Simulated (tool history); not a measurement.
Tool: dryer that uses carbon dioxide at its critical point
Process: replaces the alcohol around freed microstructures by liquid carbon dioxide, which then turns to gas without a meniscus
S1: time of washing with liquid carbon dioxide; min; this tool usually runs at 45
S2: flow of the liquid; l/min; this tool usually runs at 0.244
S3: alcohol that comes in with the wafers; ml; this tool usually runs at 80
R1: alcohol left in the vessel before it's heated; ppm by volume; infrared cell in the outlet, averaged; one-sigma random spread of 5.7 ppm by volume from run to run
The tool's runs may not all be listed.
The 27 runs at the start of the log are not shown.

{"run": 28, "day": 9.229, "S1": 45, "S2": 0.276, "S3": 111, "R1": 216}
{"run": 29, "day": 9.475, "S1": 45, "S2": 0.276, "S3": 79, "R1": 179}
{"run": 30, "day": 9.842, "S1": 52, "S2": 0.276, "S3": 21, "R1": 64}
{"run": 31, "day": 10.038, "S1": 52, "S2": 0.398, "S3": 41, "R1": 57}
{"run": 32, "day": 10.271, "S1": 52, "S2": 0.398, "S3": 51, "R1": 53}
{"run": 33, "day": 10.671, "S1": 50, "S2": 0.279, "S3": 80, "R1": 126}
{"run": 34, "day": 10.933, "S1": 30, "S2": 0.181, "S3": 107, "R1": 4849}
{"run": 35, "day": 11.358, "S1": 45, "S2": 0.244, "S3": 30, "R1": 161}
{"run": 36, "day": 11.688, "S1": 70, "S2": 0.244, "S3": 88, "R1": 79}
{"run": 37, "day": 11.921, "S1": 70, "S2": 0.244, "S3": 88, "R1": 72}
{"run": 38, "day": 12.304, "S1": 46, "S2": 0.294, "S3": 38, "R1": 106}
{"run": 39, "day": 12.521, "S1": 64, "S2": 0.161, "S3": 22, "R1": 188}
{"run": 40, "day": 12.954, "S1": 34, "S2": 0.207, "S3": 45, "R1": 1092}
{"run": 41, "day": 13.242, "S1": 67, "S2": 0.208, "S3": 42, "R1": 115}
{"run": 42, "day": 13.6, "S1": 67, "S2": 0.188, "S3": 82, "R1": 243}
{"run": 43, "day": 13.792, "S1": 49, "S2": 0.244, "S3": 20, "R1": 115}
{"run": 44, "day": 14.217, "S1": 41, "S2": 0.187, "S3": 26, "R1": 553}
{"run": 45, "day": 14.55, "S1": 41, "S2": 0.187, "S3": 26, "R1": 559}
{"run": 46, "day": 14.846, "S1": 35, "S2": 0.191, "S3": 27, "R1": 878}
{"run": 47, "day": 15.183, "S1": 35, "S2": 0.191, "S3": 27, "R1": 859}

Alternative continuations, all from the tool just after run 47; predict every row:
{"run": "A", "day": 15.633, "S1": 50, "S2": 0.147, "S3": 42, "R1": "?"}
{"run": "B", "day": 15.633, "S1": 72, "S2": 0.195, "S3": 51, "R1": "?"}
{"run": "C", "day": 15.633, "S1": 45, "S2": 0.328, "S3": 51, "R1": "?"}

run=A R1=1060
run=B R1=142
run=C R1=109
The same runs, with their run-to-run variation unchanged, on a tool lacking any hidden condition would have given:
run=A R1=628
run=B R1=38
run=C R1=19
